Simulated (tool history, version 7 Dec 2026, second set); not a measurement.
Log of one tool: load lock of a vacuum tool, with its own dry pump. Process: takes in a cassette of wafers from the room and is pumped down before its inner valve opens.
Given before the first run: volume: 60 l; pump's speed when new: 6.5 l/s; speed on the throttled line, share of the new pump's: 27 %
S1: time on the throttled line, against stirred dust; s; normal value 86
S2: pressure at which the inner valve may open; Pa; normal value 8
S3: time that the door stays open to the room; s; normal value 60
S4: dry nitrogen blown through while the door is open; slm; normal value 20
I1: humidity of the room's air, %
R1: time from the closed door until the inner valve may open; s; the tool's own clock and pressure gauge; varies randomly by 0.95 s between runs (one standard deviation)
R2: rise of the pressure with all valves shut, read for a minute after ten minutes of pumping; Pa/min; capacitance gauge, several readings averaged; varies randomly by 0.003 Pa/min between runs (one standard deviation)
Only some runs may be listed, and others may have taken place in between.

run	hour	S1	S2	S3	S4	I1	R1	R2
1	0	86	8	60	20	40.3	154.9	0.122
2	185.2	86	8	60	20	48.6	153.7	0.125
3	356.4	86	8	60	20	48.6	155	0.131
4	451.9	86	8	60	20	45	155.7	0.134
5	635.9	86	8	60	20	44.5	155.5	0.136
6	810.5	86	8	38	20	47.7	156.3	0.137
7	947.3	145	9	38	20	46.5	197.5	0.137
8	1028.3	49	7	51	9	42.7	130.9	0.148
9	1169.9	49	7	51	9	49.2	130.2	0.153
10	1340.5	164	8	33	20	45.3	211.4	0.155
11	1513.8	164	8	33	20	46.4	210.4	0.16

Forecast each of these 3 alternatives for the next run:
A	1592	77	11	60	27	45.2	?	?
B	1592	145	8	38	20	46	?	?
C	1592	164	11	33	20	44	?	?

run	R1	R2
A	147.2	0.159
B	197.1	0.158
C	212.2	0.16
Without the tool's unlogged condition, the same runs would have read:
run	R1	R2
A	140.8	0.008
B	192.3	0.008
C	208	0.009
